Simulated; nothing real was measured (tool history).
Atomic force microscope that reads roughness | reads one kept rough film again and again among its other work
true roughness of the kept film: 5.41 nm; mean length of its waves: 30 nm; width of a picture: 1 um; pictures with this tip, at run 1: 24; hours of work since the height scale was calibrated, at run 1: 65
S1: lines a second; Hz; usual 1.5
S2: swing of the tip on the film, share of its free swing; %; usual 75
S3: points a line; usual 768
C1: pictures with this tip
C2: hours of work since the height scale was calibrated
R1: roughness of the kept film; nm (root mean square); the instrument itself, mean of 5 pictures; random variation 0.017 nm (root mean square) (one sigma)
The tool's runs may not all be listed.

run 1 hour=0 | S1=1.5 S2=75 S3=768 | C1=24 C2=65 | R1=3.929
run 2 hour=12 | S1=1.5 S2=75 S3=768 | C1=36 C2=71 | R1=3.882
run 3 hour=20.2 | S1=2.76 S2=75 S3=768 | C1=44 C2=75 | R1=3.654
run 4 hour=31.2 | S1=2.76 S2=75 S3=768 | C1=55 C2=81 | R1=3.619
run 5 hour=42.3 | S1=1.5 S2=75 S3=282 | C1=66 C2=87 | R1=3.647
run 6 hour=50.2 | S1=1.5 S2=75 S3=768 | C1=74 C2=91 | R1=3.646
run 7 hour=57.6 | S1=1.5 S2=75 S3=768 | C1=82 C2=94 | R1=3.595
run 8 hour=63.4 | S1=1.5 S2=75 S3=768 | C1=88 C2=97 | R1=3.608
run 9 hour=73.5 | S1=1.65 S2=75 S3=768 | C1=98 C2=102 | R1=3.541
run 10 hour=81 | S1=1.5 S2=71 S3=768 | C1=105 C2=106 | R1=3.546
run 11 hour=91.2 | S1=1.5 S2=79 S3=768 | C1=115 C2=112 | R1=3.445
run 12 hour=101.5 | S1=1.5 S2=75 S3=404 | C1=126 C2=117 | R1=3.389
run 13 hour=106.7 | S1=1.5 S2=75 S3=404 | C1=131 C2=119 | R1=3.364
run 14 hour=112.2 | S1=1.5 S2=75 S3=404 | C1=136 C2=122 | R1=3.326
run 15 hour=120 | S1=3.99 S2=58 S3=908 | C1=144 C2=126 | R1=3.351
run 16 hour=125.8 | S1=0.99 S2=58 S3=844 | C1=150 C2=129 | R1=3.431
run 17 hour=134.8 | S1=0.99 S2=58 S3=844 | C1=159 C2=134 | R1=3.405
run 18 hour=143.8 | S1=0.99 S2=58 S3=844 | C1=168 C2=138 | R1=3.366
run 19 hour=150.2 | S1=1.09 S2=58 S3=534 | C1=174 C2=142 | R1=3.303
run 20 hour=161.6 | S1=1.09 S2=58 S3=534 | C1=186 C2=147 | R1=3.261

Forecast run 21:
run 21 hour=167.7 | S1=1.02 S2=64 S3=460 | C1=192 C2=151 | R1=?

R1: 3.217 nm (root mean square)
Without the tool's hidden state the same run would have given R1 4.28 nm (root mean square).

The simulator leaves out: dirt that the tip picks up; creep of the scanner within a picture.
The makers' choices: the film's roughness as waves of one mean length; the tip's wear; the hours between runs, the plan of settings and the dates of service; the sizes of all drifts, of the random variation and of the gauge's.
